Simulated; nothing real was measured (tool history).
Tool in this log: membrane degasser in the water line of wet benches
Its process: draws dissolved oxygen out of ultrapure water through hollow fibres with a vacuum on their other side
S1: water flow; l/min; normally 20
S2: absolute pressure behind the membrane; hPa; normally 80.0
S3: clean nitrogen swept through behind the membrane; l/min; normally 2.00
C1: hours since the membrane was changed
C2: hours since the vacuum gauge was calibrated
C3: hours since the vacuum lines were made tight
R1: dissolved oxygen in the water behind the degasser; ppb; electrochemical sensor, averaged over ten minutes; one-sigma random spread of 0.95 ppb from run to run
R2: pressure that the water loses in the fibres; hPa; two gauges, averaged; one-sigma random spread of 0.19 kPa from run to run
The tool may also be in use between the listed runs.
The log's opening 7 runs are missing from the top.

run	day	S1	S2	S3	C1	C2	C3	R1	R2
8	45.662	20	80.0	2.00	2456	6132	5560	123.4	377.5
9	55.246	20	80.0	2.00	2686	6362	5790	122.9	379.5
10	61.975	20	80.0	5.27	2847	6523	5952	51.1	381.3
# day 64.196: vacuum gauge calibrated
11	66.875	20	130.7	2.00	2964	64	6069	244.3	379.0
12	72.846	20	130.7	2.00	3108	208	6212	248.1	380.8
13	81.179	20	130.7	2.00	3307	408	6412	246.2	384.3
14	90.412	20	130.7	2.18	3529	629	6634	226.7	381.1
# day 91.558: vacuum gauge calibrated, once more
15	94.575	20	130.7	2.18	3629	72	6733	218.2	380.4
# day 95.396: seals of the vacuum lines changed
16	102.817	20	130.7	2.18	3824	268	178	212.0	384.9
17	110.600	20	130.7	2.18	4011	455	365	212.8	383.0
18	115.579	28	188.9	2.18	4131	574	484	457.0	537.4
19	123.938	20	122.8	2.07	4331	775	685	205.6	383.5
20	128.567	20	122.8	2.07	4442	886	796	210.1	378.9
21	133.092	20	122.8	2.07	4551	995	905	208.6	383.6
22	139.883	13	63.6	1.97	4714	1158	1068	50.9	250.5
23	147.604	13	63.6	1.97	4899	1343	1253	50.8	250.8
24	154.942	16	76.5	3.79	5075	1519	1429	48.1	306.5
25	161.233	16	76.5	3.79	5226	1670	1580	47.3	307.4
26	165.258	25	61.7	3.39	5323	1767	1677	62.5	482.4
27	174.929	17	135.1	2.63	5555	1999	1909	162.0	327.0
28	180.617	26	95.1	3.54	5691	2135	2045	122.6	500.4
29	187.054	22	78.3	3.54	5846	2290	2200	76.4	426.9
30	192.400	22	78.3	3.54	5974	2418	2328	76.6	428.0
31	197.350	25	78.3	4.58	6093	2537	2447	73.0	483.6
32	201.404	13	186.5	1.01	6190	2634	2544	446.4	257.1

What if the next run were any one of these 3? Each begins from the tool's condition after run 32:
A	205.425	29	89.1	1.01	6287	2731	2641	?	?
B	205.425	21	80.0	2.00	6287	2731	2641	?	?
C	205.425	13	186.5	5.76	6287	2731	2641	?	?

run	R1	R2
A	351.5	561.7
B	124.3	407.2
C	88.4	250.7
What these runs would have given with no unlogged condition in the tool:
run	R1	R2
A	342.7	540.3
B	120.2	391.8
C	86.2	241.1
